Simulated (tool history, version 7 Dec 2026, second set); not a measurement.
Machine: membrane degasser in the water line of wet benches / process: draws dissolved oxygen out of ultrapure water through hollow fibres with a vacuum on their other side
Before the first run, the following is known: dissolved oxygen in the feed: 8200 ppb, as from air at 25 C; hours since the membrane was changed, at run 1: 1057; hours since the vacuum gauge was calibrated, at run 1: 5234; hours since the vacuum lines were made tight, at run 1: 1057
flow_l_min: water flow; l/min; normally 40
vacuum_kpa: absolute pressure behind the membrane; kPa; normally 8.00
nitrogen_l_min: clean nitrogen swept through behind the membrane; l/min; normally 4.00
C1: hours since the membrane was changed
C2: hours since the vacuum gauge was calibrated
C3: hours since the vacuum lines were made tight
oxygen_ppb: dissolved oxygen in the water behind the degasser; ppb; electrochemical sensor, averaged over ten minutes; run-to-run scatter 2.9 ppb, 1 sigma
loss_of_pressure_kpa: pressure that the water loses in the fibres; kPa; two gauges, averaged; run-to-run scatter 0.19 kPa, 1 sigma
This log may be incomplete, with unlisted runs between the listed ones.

Run 1, day 0.000: usual settings; C1 1057; C2 5234; C3 1057. Result: oxygen_ppb 295.5 ppb, loss_of_pressure_kpa 38.88 kPa.
Run 2, day 1.425: usual settings; C1 1091; C2 5268; C3 1091. Result: oxygen_ppb 296.0 ppb, loss_of_pressure_kpa 38.60 kPa.
Run 3, day 2.308: usual settings; C1 1112; C2 5290; C3 1112. Result: oxygen_ppb 294.9 ppb, loss_of_pressure_kpa 38.91 kPa.
Run 4, day 3.304: usual settings; C1 1136; C2 5314; C3 1136. Result: oxygen_ppb 292.5 ppb, loss_of_pressure_kpa 38.74 kPa.
Run 5, day 5.171: usual settings but vacuum_kpa 6.03 kPa; C1 1181; C2 5358; C3 1181. Result: oxygen_ppb 248.3 ppb, loss_of_pressure_kpa 38.83 kPa.
Run 6, day 6.962: usual settings but vacuum_kpa 6.03 kPa; C1 1224; C2 5401; C3 1224. Result: oxygen_ppb 248.0 ppb, loss_of_pressure_kpa 38.91 kPa.
Run 7, day 8.754: usual settings but flow_l_min 59 l/min; C1 1267; C2 5444; C3 1267. Result: oxygen_ppb 557.0 ppb, loss_of_pressure_kpa 57.55 kPa.
Run 8, day 10.062: usual settings but flow_l_min 59 l/min; C1 1298; C2 5476; C3 1298. Result: oxygen_ppb 558.6 ppb, loss_of_pressure_kpa 58.02 kPa.
Run 9, day 11.879: usual settings; C1 1342; C2 5519; C3 1342. Result: oxygen_ppb 291.2 ppb, loss_of_pressure_kpa 39.29 kPa.
Run 10, day 13.154: usual settings; C1 1372; C2 5550; C3 1372. Result: oxygen_ppb 288.2 ppb, loss_of_pressure_kpa 39.27 kPa.
Run 11, day 14.292: usual settings; C1 1400; C2 5577; C3 1400. Result: oxygen_ppb 293.6 ppb, loss_of_pressure_kpa 39.34 kPa.
Run 12, day 15.821: usual settings; C1 1436; C2 5614; C3 1436. Result: oxygen_ppb 295.0 ppb, loss_of_pressure_kpa 39.14 kPa.
Run 13, day 17.383: usual settings but nitrogen_l_min 4.88 l/min; C1 1474; C2 5652; C3 1474. Result: oxygen_ppb 279.9 ppb, loss_of_pressure_kpa 39.63 kPa.
Run 14, day 18.646: usual settings but flow_l_min 54 l/min; C1 1504; C2 5682; C3 1504. Result: oxygen_ppb 480.6 ppb, loss_of_pressure_kpa 53.34 kPa.
Run 15, day 19.946: usual settings but flow_l_min 54 l/min; C1 1535; C2 5713; C3 1535. Result: oxygen_ppb 477.7 ppb, loss_of_pressure_kpa 52.76 kPa.
Run 16, day 21.004: usual settings but vacuum_kpa 5.89 kPa; C1 1561; C2 5738; C3 1561. Result: oxygen_ppb 242.6 ppb, loss_of_pressure_kpa 39.17 kPa.
Run 17, day 22.079: usual settings but flow_l_min 62 l/min, vacuum_kpa 17.78 kPa; C1 1587; C2 5764; C3 1587. Result: oxygen_ppb 878.0 ppb, loss_of_pressure_kpa 60.89 kPa.
Run 18, day 23.271: usual settings but flow_l_min 25 l/min, vacuum_kpa 17.78 kPa, nitrogen_l_min 5.19 l/min; C1 1615; C2 5793; C3 1615. Result: oxygen_ppb 220.2 ppb, loss_of_pressure_kpa 24.52 kPa.
Run 19, day 25.038: usual settings but flow_l_min 25 l/min, vacuum_kpa 17.78 kPa, nitrogen_l_min 5.19 l/min; C1 1658; C2 5835; C3 1658. Result: oxygen_ppb 217.8 ppb, loss_of_pressure_kpa 24.52 kPa.
Run 20, day 26.158: usual settings but flow_l_min 25 l/min, vacuum_kpa 17.78 kPa, nitrogen_l_min 5.19 l/min; C1 1685; C2 5862; C3 1685. Result: oxygen_ppb 223.2 ppb, loss_of_pressure_kpa 24.54 kPa.
Run 21, day 26.992: usual settings but flow_l_min 25 l/min, vacuum_kpa 17.78 kPa, nitrogen_l_min 5.19 l/min; C1 1704; C2 5882; C3 1704. Result: oxygen_ppb 218.4 ppb, loss_of_pressure_kpa 24.36 kPa.
Run 22, day 28.246: usual settings but flow_l_min 29 l/min, vacuum_kpa 12.77 kPa, nitrogen_l_min 1.87 l/min; C1 1735; C2 5912; C3 1735. Result: oxygen_ppb 410.4 ppb, loss_of_pressure_kpa 29.12 kPa.
Run 23, day 29.167: usual settings but flow_l_min 29 l/min, vacuum_kpa 12.77 kPa, nitrogen_l_min 1.61 l/min; C1 1757; C2 5934; C3 1757. Result: oxygen_ppb 452.6 ppb, loss_of_pressure_kpa 28.79 kPa.
Run 24, day 30.167: usual settings but flow_l_min 29 l/min, vacuum_kpa 12.77 kPa, nitrogen_l_min 1.61 l/min; C1 1781; C2 5958; C3 1781. Result: oxygen_ppb 449.7 ppb, loss_of_pressure_kpa 28.84 kPa.
Run 25, day 31.633: usual settings but vacuum_kpa 18.90 kPa; C1 1816; C2 5993; C3 1816. Result: oxygen_ppb 524.9 ppb, loss_of_pressure_kpa 39.86 kPa.
Run 26, day 32.800: usual settings but flow_l_min 38 l/min, vacuum_kpa 12.37 kPa, nitrogen_l_min 2.15 l/min; C1 1844; C2 6021; C3 1844. Result: oxygen_ppb 504.0 ppb, loss_of_pressure_kpa 38.19 kPa.
At day 34.475: gauge calibrated.
Run 27, day 34.596: usual settings but flow_l_min 45 l/min, vacuum_kpa 9.12 kPa, nitrogen_l_min 2.15 l/min; C1 1887; C2 6065; C3 1887. Result: oxygen_ppb 488.2 ppb, loss_of_pressure_kpa 43.68 kPa.
Run 28, day 36.192: usual settings but flow_l_min 46 l/min, vacuum_kpa 7.02 kPa, nitrogen_l_min 2.15 l/min; C1 1925; C2 6103; C3 1925. Result: oxygen_ppb 411.1 ppb, loss_of_pressure_kpa 44.56 kPa.

Estimate the outcome of run 29 from the log above:
Run 29, day 38.025: usual settings but vacuum_kpa 12.39 kPa, nitrogen_l_min 11.33 l/min; C1 1969; C2 6147; C3 1969. Result: oxygen_ppb ?, loss_of_pressure_kpa ?.

{"run 29": {"oxygen_ppb": 261.3, "loss_of_pressure_kpa": 38.83}}
The same run, on a tool lacking any hidden state, would have yielded oxygen_ppb 261.1 ppb, loss_of_pressure_kpa 38.71 kPa.

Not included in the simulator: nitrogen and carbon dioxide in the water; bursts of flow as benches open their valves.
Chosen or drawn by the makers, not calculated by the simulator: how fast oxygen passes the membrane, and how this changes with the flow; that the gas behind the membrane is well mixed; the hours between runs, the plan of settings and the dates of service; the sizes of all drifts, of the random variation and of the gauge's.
